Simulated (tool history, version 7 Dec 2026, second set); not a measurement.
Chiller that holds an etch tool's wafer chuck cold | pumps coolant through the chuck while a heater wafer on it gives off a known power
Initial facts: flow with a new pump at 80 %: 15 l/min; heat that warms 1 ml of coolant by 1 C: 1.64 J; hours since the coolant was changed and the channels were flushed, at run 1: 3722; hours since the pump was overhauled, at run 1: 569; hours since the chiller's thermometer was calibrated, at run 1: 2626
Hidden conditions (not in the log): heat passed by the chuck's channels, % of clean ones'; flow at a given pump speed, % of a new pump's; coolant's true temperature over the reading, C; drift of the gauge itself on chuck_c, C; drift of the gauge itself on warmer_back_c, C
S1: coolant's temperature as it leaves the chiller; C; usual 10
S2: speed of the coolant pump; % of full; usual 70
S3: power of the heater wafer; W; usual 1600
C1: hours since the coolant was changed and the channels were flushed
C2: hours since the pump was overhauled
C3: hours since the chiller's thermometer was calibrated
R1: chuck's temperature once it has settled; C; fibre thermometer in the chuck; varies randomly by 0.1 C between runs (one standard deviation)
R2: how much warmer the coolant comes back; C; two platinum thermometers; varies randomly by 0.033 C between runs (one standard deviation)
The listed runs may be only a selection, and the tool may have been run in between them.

run	hour	S1	S2	S3	C1	C2	C3	R1	R2
1	0.0	10	70	1600	3722	569	2626	27.1	4.61
2	63.1	10	70	1600	3785	632	2689	27.0	4.62
3	165.2	10	70	1600	3887	734	2791	27.3	4.65
4	221.7	10	70	1600	3944	791	2848	27.1	4.64
5	276.4	10	72	1600	3999	845	2903	27.4	4.51
6	349.3	10	72	1600	4071	918	2976	27.2	4.59
7	438.6	10	72	1600	4161	1007	3065	27.2	4.56
8	496.4	10	72	1600	4219	1065	3123	27.4	4.56
9	607.2	10	70	1600	4329	1176	3233	27.8	4.66
10	669.0	10	70	1600	4391	1238	3295	27.9	4.71
11	769.3	10	70	1600	4491	1338	3395	28.1	4.73
# hour 780.2: coolant pump overhauled
# hour 809.3: coolant changed, channels flushed
12	887.6	3	70	1600	78	101	3503	18.7	4.90
13	977.1	3	70	1600	168	191	3592	19.0	4.90
14	1046.5	3	70	1600	237	260	3662	19.0	4.91
15	1110.8	3	70	1600	302	325	3726	19.0	4.97
16	1201.9	3	70	1600	393	416	3817	19.1	4.94
17	1299.1	3	70	1600	490	513	3914	19.2	4.93
18	1367.6	8	71	1802	558	581	3983	26.1	5.58
# hour 1414.8: coolant pump overhauled, once more
19	1461.0	17	96	1029	647	46	4071	25.0	2.11
20	1558.4	17	96	1029	744	144	4169	25.2	2.05
21	1670.4	17	96	1029	856	256	4281	25.3	2.12
22	1778.2	17	96	1029	964	363	4388	25.4	2.10
23	1858.5	10	96	1083	1044	444	4469	18.7	2.24
24	1925.8	14	70	1357	1111	511	4536	27.3	3.92
25	2027.5	14	69	1659	1213	613	4638	30.6	4.88
26	2134.2	14	69	1659	1320	719	4744	30.5	4.86
27	2236.4	9	70	873	1422	822	4847	18.1	2.53
28	2349.2	12	81	1754	1535	934	4959	27.9	4.36
29	2455.0	3	61	1087	1641	1040	5065	15.5	3.69
30	2565.5	3	61	1087	1751	1151	5176	15.4	3.71
31	2620.1	8	65	918	1806	1205	5230	18.0	2.92

The same runs without the tool's hidden state, with the same run-to-run variation:
run	R1	R2
1	24.5	4.50
2	24.3	4.50
3	24.5	4.51
4	24.2	4.49
5	24.5	4.36
6	24.2	4.42
7	24.1	4.38
8	24.2	4.38
9	24.4	4.45
10	24.5	4.49
11	24.5	4.49
12	17.5	4.51
13	17.7	4.49
14	17.6	4.49
15	17.6	4.53
16	17.5	4.49
17	17.5	4.47
18	24.2	5.05
19	24.4	2.10
20	24.6	2.03
21	24.6	2.10
22	24.6	2.06
23	17.9	2.20
24	26.2	3.84
25	29.2	4.76
26	29.0	4.72
27	17.0	2.45
28	26.2	4.20
29	14.1	3.55
30	13.9	3.56
31	16.7	2.79

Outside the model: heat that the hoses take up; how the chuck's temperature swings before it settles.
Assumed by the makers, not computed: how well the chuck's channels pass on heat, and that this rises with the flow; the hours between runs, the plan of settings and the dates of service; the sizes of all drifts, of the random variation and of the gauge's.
